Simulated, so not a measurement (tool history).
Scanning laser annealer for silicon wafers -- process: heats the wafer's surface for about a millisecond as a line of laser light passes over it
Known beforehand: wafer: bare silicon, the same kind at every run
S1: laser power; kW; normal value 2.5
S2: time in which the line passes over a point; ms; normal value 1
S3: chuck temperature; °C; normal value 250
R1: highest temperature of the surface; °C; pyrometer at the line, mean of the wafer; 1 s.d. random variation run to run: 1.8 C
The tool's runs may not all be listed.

{"run": 1, "hour": 0.0, "S1": 2.5, "S2": 1, "S3": 250, "R1": 1002}
{"run": 2, "hour": 53.5, "S1": 2.5, "S2": 1, "S3": 250, "R1": 997}
{"run": 3, "hour": 124.2, "S1": 2.5, "S2": 1, "S3": 250, "R1": 997}
{"run": 4, "hour": 171.6, "S1": 2.5, "S2": 1, "S3": 250, "R1": 996}
{"run": 5, "hour": 222.7, "S1": 2.5, "S2": 1.24, "S3": 250, "R1": 1071}
{"run": 6, "hour": 282.5, "S1": 2.684, "S2": 1.24, "S3": 250, "R1": 1149}
{"run": 7, "hour": 328.3, "S1": 2.684, "S2": 1.24, "S3": 250, "R1": 1151}
{"run": 8, "hour": 380.2, "S1": 2.525, "S2": 0.85, "S3": 245, "R1": 931}
{"run": 9, "hour": 438.9, "S1": 2.525, "S2": 1.08, "S3": 267, "R1": 1034}
{"run": 10, "hour": 483.1, "S1": 2.571, "S2": 1, "S3": 254, "R1": 1013}
{"hour": 491.7, "done": "laser's power meter calibrated"}
{"hour": 532.2, "done": "window over the wafer cleaned"}
{"run": 11, "hour": 553.7, "S1": 2.571, "S2": 1, "S3": 254, "R1": 1065}
{"run": 12, "hour": 614.6, "S1": 2.5, "S2": 1.13, "S3": 246, "R1": 1073}
{"run": 13, "hour": 684.9, "S1": 2.5, "S2": 1.13, "S3": 246, "R1": 1069}
{"run": 14, "hour": 719.3, "S1": 2.429, "S2": 0.82, "S3": 222, "R1": 901}

Below, each run's measurement less what the same run would have read without the hidden state. Both values contain the same run-to-run variation, but the gauge's scatter may not be the same in both:
Hidden state present: light that passes the window, % of a clean one's; laser's true power over the reading, %; width of the line over the set one, %; drift of the gauge itself on peak_c, C.
run=1 R1=-25
run=2 R1=-26
run=3 R1=-30
run=4 R1=-32
run=5 R1=-38
run=6 R1=-46
run=7 R1=-48
run=8 R1=-38
run=9 R1=-46
run=10 R1=-47
run=11 R1=+7
run=12 R1=+4
run=13 R1=+0
run=14 R1=-1
